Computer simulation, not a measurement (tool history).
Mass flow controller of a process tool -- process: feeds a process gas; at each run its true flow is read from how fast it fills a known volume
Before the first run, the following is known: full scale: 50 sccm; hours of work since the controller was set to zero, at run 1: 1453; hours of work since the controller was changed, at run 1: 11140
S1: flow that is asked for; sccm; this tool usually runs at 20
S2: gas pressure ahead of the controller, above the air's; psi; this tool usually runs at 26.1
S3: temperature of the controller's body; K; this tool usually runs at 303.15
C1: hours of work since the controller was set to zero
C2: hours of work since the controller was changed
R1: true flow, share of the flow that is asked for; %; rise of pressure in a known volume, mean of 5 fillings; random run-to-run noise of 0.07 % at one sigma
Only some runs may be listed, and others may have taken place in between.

run,day,S1,S2,S3,C1,C2,R1
1,0.000,20,26.1,303.15,1453,11140,95.97
2,7.912,38,26.1,303.15,1591,11278,96.95
3,15.712,38,26.1,303.15,1727,11414,96.76
4,25.158,38,26.1,303.15,1892,11578,96.78
# day 32.033: controller exchanged for a calibrated one
5,32.558,38,26.1,303.15,9,9,99.50
6,44.725,38,26.1,303.15,221,221,99.51
7,53.900,9,26.1,303.15,381,381,97.83
8,65.646,20,23.8,303.15,586,586,98.32
9,82.317,20,26.1,303.15,876,876,98.23
10,89.888,20,26.1,303.15,1008,1008,98.02
11,107.771,20,26.1,305.15,1320,1320,98.11
12,120.229,20,26.1,305.15,1537,1537,97.70
13,128.204,20,26.1,305.15,1676,1676,97.71
14,145.029,20,26.1,305.15,1969,1969,97.46
15,158.767,20,26.1,305.15,2209,2209,97.31
16,169.079,20,29.9,305.15,2389,2389,97.39
17,180.492,20,29.9,305.15,2587,2587,97.04
18,188.842,20,29.9,305.15,2733,2733,97.15
19,199.154,20,29.9,300.15,2913,2913,96.72
20,212.075,20,26.1,303.15,3138,3138,96.68
21,225.421,20,33.6,307.15,3371,3371,96.73
22,242.988,23,26.1,303.15,3677,3677,96.64
23,251.133,10,26.1,298.15,3819,3819,93.42
24,264.354,10,26.1,298.15,4049,4049,93.18
25,276.958,20,29.7,293.15,4269,4269,95.45
26,289.900,16,29.3,309.15,4494,4494,95.20
# day 302.842: controller's zero set anew
27,303.604,16,29.3,309.15,13,4733,97.84
28,320.375,16,29.3,309.15,306,5025,97.62
29,330.771,20,26.1,310.15,487,5206,97.66
30,340.208,20,26.1,310.15,651,5371,97.46
31,354.462,20,23.5,303.15,900,5619,97.02
32,364.583,20,23.5,303.15,1076,5796,96.96
33,376.379,32,26.1,303.15,1282,6001,97.66
34,387.217,32,26.1,303.15,1471,6190,97.58
35,402.471,32,26.1,303.15,1736,6456,97.42
36,412.904,32,26.1,303.15,1918,6638,97.34
37,430.183,11,30.2,303.15,2219,6939,94.97
38,438.500,11,30.2,303.15,2364,7084,94.75
39,446.279,20,30.2,303.15,2500,7220,96.24

Pick out some run-to-run changes in R1. Of each, how much would a tool without hidden state show as well, from the settings, what came in and chance, and how much is left for the hidden state and any gauge scatter not in both results compared?
The hidden state here: flow at rest that the sensor doesn't see, % of full scale; true flow over the shown one, %; drift of the gauge itself on true_pct, %.
Run 4 -> 5: controller exchanged for a calibrated one. R1 +2.72 %: hidden state +2.76, all else -0.04.
Run 22 -> 23: S1 23 -> 10, S3 303.15 -> 298.15. R1 -3.22 %: hidden state -2.34, all else -0.88.
Run 26 -> 27: controller's zero set anew. R1 +2.64 %: hidden state +2.63, all else +0.01.
